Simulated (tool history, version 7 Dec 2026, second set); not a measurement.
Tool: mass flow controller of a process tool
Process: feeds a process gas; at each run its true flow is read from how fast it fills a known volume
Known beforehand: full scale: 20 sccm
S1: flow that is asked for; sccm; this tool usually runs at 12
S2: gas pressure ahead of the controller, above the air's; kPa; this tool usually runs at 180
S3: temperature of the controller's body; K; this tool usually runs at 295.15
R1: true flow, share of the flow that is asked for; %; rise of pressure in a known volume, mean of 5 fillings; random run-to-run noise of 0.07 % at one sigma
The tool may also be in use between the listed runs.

run    hour  S1   S2      S3     R1
  1       0  12  180  295.15  98.83
  2    74.8  12  218  295.15  98.86
  3     150  12  218  295.15  98.93
  4   206.1   6  180  295.15  97.53
  5   250.2  12  258  295.15  98.96
  6   320.2  12  258  295.15  98.69
  7   400.5  12  180  295.15  98.11
  8   475.7  12  180  307.15   96.6
  9   564.1   5  180  295.15   96.6
 10   641.1   5  180  295.15  96.34
 11   723.1   5  180  295.15  96.26
 12   797.5   8  180  295.15  98.06
 13     853  15  180  295.15  99.29
 14     911  15  180  295.15   99.2
 15   967.7  15  180  295.15  98.92
 16  1017.2  15  180  295.15   98.9
 17  1067.1  12  180  294.15  98.41
 18  1108.6  12  180  294.15  98.34
 19  1197.1  12  180  295.15  98.12
 20  1258.4  12  180  295.15  97.93
 21  1318.4  12  180  295.15   97.8
 22  1361.8  12  180  295.15  97.73
 23  1445.7  12  180  295.15  97.56
 24  1488.3  12  180  295.15  97.57
 25  1528.3   4  180  295.15  96.09
 26    1593   8  142  295.15  96.31
 27  1676.3   3  149  299.15  94.92
 28    1724   3  149  299.15  94.88
 29  1776.6   3  257  311.15  94.24
 30  1852.7   9  170  303.15  95.41
 31  1919.7  12  169  307.15  95.27
 32  2008.5  12  180  300.15  95.98
 33  2066.3  12  180  300.15  95.87
 34  2152.5  12  170  295.15  96.21
 35  2248.7  12  170  295.15  96.04
 36  2344.3  12  170  295.15  95.71
 37  2416.1   6  180  295.15  94.76
 38  2512.8   6  180  295.15  94.48
 39  2592.4  12  255  311.15  94.12
 40  2641.7  17  187  294.15  96.23
 41  2693.3  17  187  294.15  96.14
 42  2751.4  12  208  308.15  93.88
 43  2801.1   9  180  295.15  94.37
 44  2879.9   9  180  295.15  94.33
 45  2939.6   6  178  295.15   93.7
 46  3026.8   5  180  294.15  93.65
 47  3088.6   5  180  294.15  93.47

Withheld: 1 entry from between the runs. Position of each, and hidden state at the listed run before versus the listed run after:
From run 11 to run 12: gauge calibrated (hour 793.3)
  drift of the gauge itself on true_pct, %: -1.41 -> -0.01
  measured value less the no-hidden-state value, R1: -1.37 -> +0 %
